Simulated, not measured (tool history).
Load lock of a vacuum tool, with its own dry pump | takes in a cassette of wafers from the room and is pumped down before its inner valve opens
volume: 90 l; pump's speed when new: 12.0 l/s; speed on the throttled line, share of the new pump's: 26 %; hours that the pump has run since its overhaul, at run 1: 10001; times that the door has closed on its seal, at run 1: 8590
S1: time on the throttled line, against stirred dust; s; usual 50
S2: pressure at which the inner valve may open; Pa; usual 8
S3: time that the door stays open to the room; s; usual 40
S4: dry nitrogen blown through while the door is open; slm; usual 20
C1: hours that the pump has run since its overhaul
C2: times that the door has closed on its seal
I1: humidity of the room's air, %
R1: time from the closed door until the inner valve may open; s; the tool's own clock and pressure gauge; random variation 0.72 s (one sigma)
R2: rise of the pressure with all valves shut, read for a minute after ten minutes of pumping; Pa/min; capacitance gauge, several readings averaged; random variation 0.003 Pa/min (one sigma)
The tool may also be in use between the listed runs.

run      day  S1  S2   S3  S4     C1     C2    I1     R1     R2
  1        0  50   8   40  20  10001   8590  43.5    108  0.008
  2    7.408  50   8   40  20  10178   8988  45.5  108.2   0.01
  3   18.312  50   8  117  20  10440   9574  44.3  109.5  0.013
  4   24.133  50   8  117  20  10580   9886  43.6  109.1  0.013
  5   32.888  50   8   40  20  10790  10357  44.9    108  0.001
  6    38.15  50   8   40  20  10916  10639  47.7  108.3  0.006
  7   49.996  50  14   40  20  11201  11276  42.1  105.1  0.005
  8   59.088  50  10   40  20  11419  11764  46.1  106.7  0.005
  9   65.262  35  15  102  17  11567  12096  43.9     93   0.01
 10   74.462  35  15  102  17  11788  12590    46   92.9  0.009
 11   82.983  50   8  113  19  11992  13048    44  109.7  0.014
 12   88.354  30  15   27  26  12121  13336  46.2   89.5  0.004
 13   95.821  67   8   40   5  12300  13737  46.8    121  0.017
 14  106.217  67   8   40   5  12550  14296  40.7  121.3  0.012
 15  115.262  67   8   40   5  12767  14782  42.2  121.5  0.014
 16  121.638  67   8   52  40  12920  15124  45.9  120.4  0.008

5 ways to go on from here, each from the tool as it stands after run 16. What would each give?
  A  132.796  31   8  40  20  13188  15724  46.3   ?   ?
  B  132.796  68  13  52   4  13188  15724  45.9   ?   ?
  C  132.796  50  12  40  20  13188  15724  42.6   ?   ?
  D  132.796  31   8  40  20  13188  15724  40.8   ?   ?
  E  132.796  67  12  52  40  13188  15724  47.1   ?   ?

run     R1     R2
  A   94.7  0.004
  B  118.4   0.02
  C  105.9  0.012
  D   94.8  0.008
  E  117.8  0.005
Without the tool's hidden state the same runs would have given:
run     R1     R2
  A   94.7  0.004
  B  118.4   0.02
  C  105.9  0.012
  D   94.8  0.008
  E  117.8  0.005
